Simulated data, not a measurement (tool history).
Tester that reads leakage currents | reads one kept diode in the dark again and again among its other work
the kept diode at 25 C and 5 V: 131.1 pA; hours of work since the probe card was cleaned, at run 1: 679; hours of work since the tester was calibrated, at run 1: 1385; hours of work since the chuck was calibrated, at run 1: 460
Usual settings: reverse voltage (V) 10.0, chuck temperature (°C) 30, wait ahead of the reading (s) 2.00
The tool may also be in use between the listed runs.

run    hour  reverse voltage (V)  chuck temperature (°C)  wait ahead of the reading (s)  hours of work since the probe card was cleaned  hours of work since the tester was calibrated  hours of work since the chuck was calibrated  current that the tester gives (pA)
  1     0.0                 10.0                      30                           2.00                                             679                                           1385                                           460                              260.12
  2    84.0                 10.0                      29                           2.00                                             735                                           1440                                           515                              238.06
      108.0  -- chuck's temperature calibrated
  3   186.0                 10.0                      30                           2.00                                             801                                           1507                                            52                              294.86
  4   303.8                 10.0                      30                           2.00                                             879                                           1585                                           130                              290.38
  5   358.4                 10.0                      30                           2.00                                             916                                           1621                                           166                              288.66
  6   473.9                 10.0                      30                           2.00                                             992                                           1698                                           243                              284.10
  7   566.8                 10.0                      30                           2.00                                            1054                                           1759                                           304                              279.71
  8   619.2                 10.0                      30                           2.00                                            1088                                           1794                                           339                              278.69
  9   721.1                 10.0                      30                           2.00                                            1156                                           1862                                           407                              274.74
 10   777.5                 10.0                      30                           2.00                                            1193                                           1899                                           444                              270.70
 11   880.9                 10.0                      30                           2.00                                            1262                                           1967                                           512                              267.34
      911.0  -- chuck's temperature calibrated
 12   943.6                 10.0                      30                           2.00                                            1302                                           2008                                            22                              312.08
     1043.8  -- probe card cleaned and baked
 13  1052.5                 10.0                      30                           2.00                                               6                                           2078                                            92                              309.85
 14  1156.6                 10.0                      32                           2.00                                              75                                           2147                                           161                              354.51
     1222.8  -- probe card cleaned and baked, once more
 15  1262.2                 10.0                      30                           2.00                                              26                                           2215                                           229                              270.09
 16  1378.7                 10.0                      30                           2.00                                             103                                           2292                                           306                              263.77
 17  1495.4                 10.0                      30                           2.00                                             181                                           2370                                           384                              260.31
 18  1606.1                 10.0                      34                           2.00                                             254                                           2443                                           457                              348.85
 19  1678.6                 10.0                      30                           2.00                                             302                                           2491                                           505                              253.49
     1719.5  -- chuck's temperature calibrated
 20  1732.1                 19.3                      40                           0.69                                             336                                           2525                                             8                              903.63
 21  1821.4                 10.0                      51                           0.74                                             396                                           2584                                            68                             1366.23
 22  1877.6                 10.0                      51                           1.03                                             433                                           2622                                           105                             1358.39
 23  1954.5                 10.0                      51                           1.03                                             484                                           2673                                           156                             1338.68
 24  2072.5                  7.1                      30                           6.50                                             562                                           2751                                           234                              229.47
 25  2183.8                  7.1                      30                           6.50                                             636                                           2825                                           308                              226.73
 26  2301.1                  7.1                      29                           0.50                                             714                                           2903                                           386                              209.12
 27  2373.1                  5.9                      30                           9.25                                             761                                           2950                                           433                              198.73
 28  2435.4                  2.9                      51                           0.58                                             803                                           2992                                           475                              632.02
 29  2495.9                  5.7                      30                           0.40                                             843                                           3032                                           515                              193.49
     2519.1  -- chuck's temperature calibrated
 30  2588.0                 15.3                      49                           2.00                                             903                                           3091                                            46                             1521.45
 31  2664.2                  2.5                      50                           2.00                                             953                                           3142                                            96                              600.99
 32  2771.4                  6.4                      32                           1.97                                            1024                                           3213                                           167                              265.61
 33  2862.3                  4.7                      60                           2.00                                            1084                                           3273                                           228                             1616.72
 34  2928.9                  4.7                      60                           2.00                                            1129                                           3317                                           272                             1612.05
 35  3020.4                  2.2                      45                           1.97                                            1189                                           3378                                           332                              370.16
 36  3117.1                 10.0                      28                           2.03                                            1253                                           3442                                           397                              241.90
     3131.3  -- tester calibrated
 37  3228.7                  5.2                      30                           2.00                                            1326                                             65                                           469                              187.75
     3292.7  -- probe card cleaned and baked
     3328.4  -- chuck's temperature calibrated
 38  3330.4                  5.2                      30                           2.00                                              24                                            129                                             1                              200.89

Some steps in current that the tester gives (pA) between neighbouring runs. How much of each would the tool show without its hidden state too (settings, what came in, random variation), and how much is left for the hidden state, with any gauge scatter that isn't in both results?
The hidden state here: stray current of the dirty probe card, pA a volt; current scale over the true one, %; true chuck temperature over the reading, C; drift of the gauge itself on leakage_pa, %.
Run 27 -> 28: reverse voltage (V) 5.9 -> 2.9, chuck temperature (°C) 30 -> 51, wait ahead of the reading (s) 9.25 -> 0.58. current that the tester gives (pA) +433.29: hidden state -59.64, all else +492.93.
Run 29 -> 30: reverse voltage (V) 5.7 -> 15.3, chuck temperature (°C) 30 -> 49, wait ahead of the reading (s) 0.40 -> 2.00, chuck's temperature calibrated. current that the tester gives (pA) +1327.96: hidden state +38.12, all else +1289.84.
Run 32 -> 33: reverse voltage (V) 6.4 -> 4.7, chuck temperature (°C) 32 -> 60, wait ahead of the reading (s) 1.97 -> 2.00. current that the tester gives (pA) +1351.11: hidden state -73.89, all else +1425.00.
Run 34 -> 35: reverse voltage (V) 4.7 -> 2.2, chuck temperature (°C) 60 -> 45, wait ahead of the reading (s) 2.00 -> 1.97. current that the tester gives (pA) -1241.89: hidden state +62.24, all else -1304.13.
